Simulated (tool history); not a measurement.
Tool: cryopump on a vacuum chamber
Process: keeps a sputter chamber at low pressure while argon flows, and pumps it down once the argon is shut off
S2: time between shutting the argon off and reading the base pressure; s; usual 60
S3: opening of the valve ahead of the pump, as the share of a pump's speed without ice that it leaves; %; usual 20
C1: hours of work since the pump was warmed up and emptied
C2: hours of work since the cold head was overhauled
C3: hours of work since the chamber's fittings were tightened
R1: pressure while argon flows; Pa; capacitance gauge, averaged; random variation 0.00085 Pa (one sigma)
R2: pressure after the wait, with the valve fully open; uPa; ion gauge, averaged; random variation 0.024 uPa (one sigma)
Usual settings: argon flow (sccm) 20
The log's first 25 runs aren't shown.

Run 26, hour 1456.6: usual settings but argon flow (sccm) 26, S2 45 s, S3 25 %; C1 362; C2 1549; C3 1202. Result: R1 0.1843 Pa, R2 2.47 uPa.
Run 27, hour 1513.8: usual settings but argon flow (sccm) 26, S2 21 s, S3 57 %; C1 392; C2 1578; C3 1231. Result: R1 0.085 Pa, R2 3.34 uPa.
Run 28, hour 1563.2: usual settings but argon flow (sccm) 22, S2 21 s; C1 417; C2 1604; C3 1257. Result: R1 0.1948 Pa, R2 3.39 uPa.
Run 29, hour 1642.8: usual settings but S2 38 s, S3 42 %; C1 458; C2 1645; C3 1298. Result: R1 0.0857 Pa, R2 2.67 uPa.
Run 30, hour 1678: usual settings but S2 38 s, S3 42 %; C1 477; C2 1663; C3 1316. Result: R1 0.0877 Pa, R2 2.72 uPa.
Run 31, hour 1734.8: usual settings but argon flow (sccm) 22; C1 506; C2 1693; C3 1346. Result: R1 0.195 Pa, R2 2.39 uPa.
Run 32, hour 1811.1: usual settings but argon flow (sccm) 19, S3 19 %; C1 545; C2 1732; C3 1385. Result: R1 0.1771 Pa, R2 2.44 uPa.
Run 33, hour 1856.6: usual settings but argon flow (sccm) 19, S3 19 %; C1 569; C2 1756; C3 1409. Result: R1 0.1777 Pa, R2 2.47 uPa.

4 ways to go on from here, each from the tool as it stands after run 33. What would each give?
Run A, hour 1909.6: usual settings but argon flow (sccm) 19, S2 219 s, S3 54 %; C1 596; C2 1783; C3 1436. Result: R1 ?, R2 ?.
Run B, hour 1909.6: usual settings but argon flow (sccm) 10; C1 596; C2 1783; C3 1436. Result: R1 ?, R2 ?.
Run C, hour 1909.6: usual settings but argon flow (sccm) 25; C1 596; C2 1783; C3 1436. Result: R1 ?, R2 ?.
Run D, hour 1909.6: usual settings but argon flow (sccm) 25, S2 120 s, S3 37 %; C1 596; C2 1783; C3 1436. Result: R1 ?, R2 ?.

run      R1    R2
  A  0.0665  2.12
  B  0.0893  2.49
  C  0.2237  2.42
  D   0.124  2.24
Without the tool's hidden state the same runs would have given:
run      R1    R2
  A  0.0609  0.49
  B  0.0864  0.88
  C  0.2163  0.85
  D  0.1167   0.6
